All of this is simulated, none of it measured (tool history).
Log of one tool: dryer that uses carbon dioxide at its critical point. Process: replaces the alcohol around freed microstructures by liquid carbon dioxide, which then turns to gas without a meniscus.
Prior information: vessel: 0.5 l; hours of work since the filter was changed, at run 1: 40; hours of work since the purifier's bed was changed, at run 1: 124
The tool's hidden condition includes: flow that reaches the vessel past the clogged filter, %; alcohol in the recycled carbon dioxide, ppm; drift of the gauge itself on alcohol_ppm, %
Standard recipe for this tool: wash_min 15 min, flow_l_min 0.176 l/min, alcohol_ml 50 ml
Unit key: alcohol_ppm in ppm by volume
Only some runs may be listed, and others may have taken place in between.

run,hour,wash_min,flow_l_min,alcohol_ml,hours of work since the filter was changed,hours of work since the purifier's bed was changed,alcohol_ppm
1,0.0,15,0.176,50,40,124,649
2,6.1,15,0.176,50,43,127,647
3,12.7,15,0.176,50,46,131,647
4,20.2,15,0.176,50,50,135,656
5,27.1,15,0.176,50,54,138,668
6,34.2,15,0.176,50,57,142,672
7,42.5,15,0.122,50,62,146,3124
8,47.7,15,0.122,50,65,149,3173
9,56.5,15,0.122,50,69,154,3212
10,63.2,15,0.122,50,73,157,3213
11,69.5,15,0.176,22,76,160,343
12,77.7,15,0.176,22,80,165,358
13,83.9,15,0.176,50,84,168,726
14,90.0,14,0.176,50,87,171,992
15,99.7,15,0.176,32,92,176,504
16,109.4,15,0.176,32,97,181,498
17,113.9,15,0.235,50,99,184,189
18,120.0,16,0.156,26,103,187,538
19,125.4,15,0.292,50,105,190,92
20,134.3,11,0.121,62,110,194,10540
21,143.3,15,0.109,48,115,199,4739
22,148.4,15,0.233,65,117,202,251
23,157.5,15,0.126,37,122,207,2343
24,165.5,20,0.176,44,126,211,201
25,173.9,9,0.176,67,131,215,7088
26,183.4,9,0.176,55,136,220,5871
27,189.9,20,0.116,107,139,224,3224
28,196.8,24,0.187,71,143,227,123
29,205.0,23,0.195,43,147,232,101
30,213.9,23,0.195,43,152,236,95
31,220.6,14,0.288,43,155,240,127
32,229.8,21,0.288,43,160,245,97
33,234.1,10,0.185,78,162,247,5242
34,241.7,9,0.233,78,166,251,3350

Below are 5 alternative next runs, each starting from the tool's condition after run 34. Predict each:
A,251.1,15,0.250,50,171,256,?
B,251.1,10,0.186,81,171,256,?
C,251.1,9,0.174,50,171,256,?
D,251.1,11,0.214,50,171,256,?
E,251.1,12,0.212,78,171,256,?

run,alcohol_ppm
A,191
B,5538
C,5826
D,1421
E,1516
With no hidden state in the tool, these same runs would have given:
run,alcohol_ppm
A,57
B,3952
C,4380
D,886
E,922
